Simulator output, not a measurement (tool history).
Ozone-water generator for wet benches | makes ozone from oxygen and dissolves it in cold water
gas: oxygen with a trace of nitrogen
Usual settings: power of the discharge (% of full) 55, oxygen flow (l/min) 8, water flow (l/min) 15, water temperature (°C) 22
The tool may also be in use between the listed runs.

run,hour,power of the discharge (% of full),oxygen flow (l/min),water flow (l/min),water temperature (°C),dissolved ozone (ppm),ozone in the gas ahead of the water (g/m3)
1,0,55,8,15,22,29.4,226.2
2,42.9,55,8,15,19,31.4,225
3,88.9,55,8,15,19,31.3,226
4,139.3,55,8,15,22,29.3,225.1
# hour 155.7: water thermometer calibrated
5,208.5,55,8,15,22,29.1,227.4
6,240.6,55,8,17,22,26.5,225
7,305.3,64,8,15,22,33,256.1
8,354.7,64,8,15,22,32.7,253.9
9,399.5,41,5.17,15,22,26.8,243.6
10,449.6,66,5.17,15,22,38,351.4
11,503.3,66,5.17,15,22,38,352.7
12,556.3,55,12.56,9,17,37,167.4
13,620.5,67,9.07,15,22,32.3,242.5
14,665.1,74,5.34,15,22,41.2,377.2
15,693.7,55,8,15,16,33.1,230

4 ways to go on from here, each from the tool as it stands after run 15. What would each give?
# hour 756.4: contactor cleaned
A,765.5,55,4.19,15,23,?,?
# hour 756.4: contactor cleaned
B,765.5,55,8.57,15,22,?,?
# hour 756.4: contactor cleaned
C,765.5,51,8,15,15,?,?
# hour 756.4: contactor cleaned
D,765.5,41,4.91,15,15,?,?

run,dissolved ozone (ppm),ozone in the gas ahead of the water (g/m3)
A,33.8,357.7
B,28.8,220.7
C,32.1,219
D,30.1,255.9
Without the tool's hidden state the same runs would have given:
run,dissolved ozone (ppm),ozone in the gas ahead of the water (g/m3)
A,33.8,352
B,28.8,217.2
C,32.1,215.5
D,30.1,251.8
